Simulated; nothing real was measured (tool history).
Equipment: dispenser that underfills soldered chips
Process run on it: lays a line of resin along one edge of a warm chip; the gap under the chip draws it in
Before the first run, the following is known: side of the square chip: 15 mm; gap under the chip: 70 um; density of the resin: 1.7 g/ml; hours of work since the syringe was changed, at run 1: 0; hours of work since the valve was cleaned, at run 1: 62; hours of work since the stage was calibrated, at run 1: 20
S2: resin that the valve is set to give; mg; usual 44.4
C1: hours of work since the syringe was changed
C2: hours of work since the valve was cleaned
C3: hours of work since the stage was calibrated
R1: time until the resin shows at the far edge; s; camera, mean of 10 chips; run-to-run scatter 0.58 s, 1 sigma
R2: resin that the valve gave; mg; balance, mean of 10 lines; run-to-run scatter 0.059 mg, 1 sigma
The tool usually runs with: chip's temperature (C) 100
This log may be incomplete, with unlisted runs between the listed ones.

run 1 hour=0 | chip's_temperature_(C)=100 S2=44.4 | C1=0 C2=62 C3=20 | R1=50.9 R2=43.38
run 2 hour=5.6 | chip's_temperature_(C)=100 S2=44.4 | C1=5 C2=66 C3=24 | R1=68.1 R2=43.23
-- hour=9.3 new syringe of resin
run 3 hour=9.8 | chip's_temperature_(C)=100 S2=39.3 | C1=0 C2=69 C3=27 | R1=51.1 R2=38.19
run 4 hour=14.9 | chip's_temperature_(C)=100 S2=39.3 | C1=4 C2=74 C3=31 | R1=67.7 R2=38.01
-- hour=18.9 new syringe of resin
run 5 hour=19.6 | chip's_temperature_(C)=100 S2=40.5 | C1=1 C2=77 C3=35 | R1=54.1 R2=39.23
run 6 hour=22.4 | chip's_temperature_(C)=100 S2=40.5 | C1=3 C2=79 C3=37 | R1=62.3 R2=39.07
-- hour=24.6 dispensing valve cleaned and set on the balance
run 7 hour=26.6 | chip's_temperature_(C)=100 S2=40.5 | C1=5 C2=2 C3=39 | R1=71.8 R2=40.62
-- hour=29.8 new syringe of resin
run 8 hour=30.6 | chip's_temperature_(C)=100 S2=42.1 | C1=1 C2=5 C3=42 | R1=52.9 R2=42.09
run 9 hour=33.5 | chip's_temperature_(C)=100 S2=53.4 | C1=3 C2=7 C3=45 | R1=60 R2=53.37
-- hour=39.4 new syringe of resin
run 10 hour=39.6 | chip's_temperature_(C)=97 S2=42.6 | C1=0 C2=11 C3=49 | R1=58.4 R2=42.52
run 11 hour=45.1 | chip's_temperature_(C)=110 S2=47 | C1=5 C2=16 C3=54 | R1=41.6 R2=46.79
-- hour=49.3 new syringe of resin
run 12 hour=49.3 | chip's_temperature_(C)=106 S2=45.9 | C1=0 C2=19 C3=57 | R1=38.1 R2=45.67
run 13 hour=54.3 | chip's_temperature_(C)=106 S2=45.9 | C1=4 C2=23 C3=61 | R1=49.6 R2=45.59

What if the next run were any one of these 5? Each begins from the tool's condition after run 13:
-- hour=59.3 new syringe of resin
run A hour=59.7 | chip's_temperature_(C)=100 S2=52.3 | C1=0 C2=27 C3=65 | R1=? R2=?
-- hour=59.3 new syringe of resin
run B hour=59.7 | chip's_temperature_(C)=112 S2=48.9 | C1=0 C2=27 C3=65 | R1=? R2=?
-- hour=59.3 new syringe of resin
run C hour=59.7 | chip's_temperature_(C)=106 S2=54.5 | C1=0 C2=27 C3=65 | R1=? R2=?
-- hour=59.3 new syringe of resin
run D hour=59.7 | chip's_temperature_(C)=109 S2=42.4 | C1=0 C2=27 C3=65 | R1=? R2=?
-- hour=59.3 new syringe of resin
run E hour=59.7 | chip's_temperature_(C)=112 S2=48.3 | C1=0 C2=27 C3=65 | R1=? R2=?

run=A R1=51.9 R2=51.93
run=B R1=31.1 R2=48.46
run=C R1=39.3 R2=53.94
run=D R1=34.5 R2=42.06
run=E R1=30.3 R2=47.88
With no hidden state in the tool, these same runs would have given:
run=A R1=49.8 R2=52.4
run=B R1=29.9 R2=48.89
run=C R1=37.6 R2=54.42
run=D R1=33 R2=42.44
run=E R1=29.1 R2=48.31
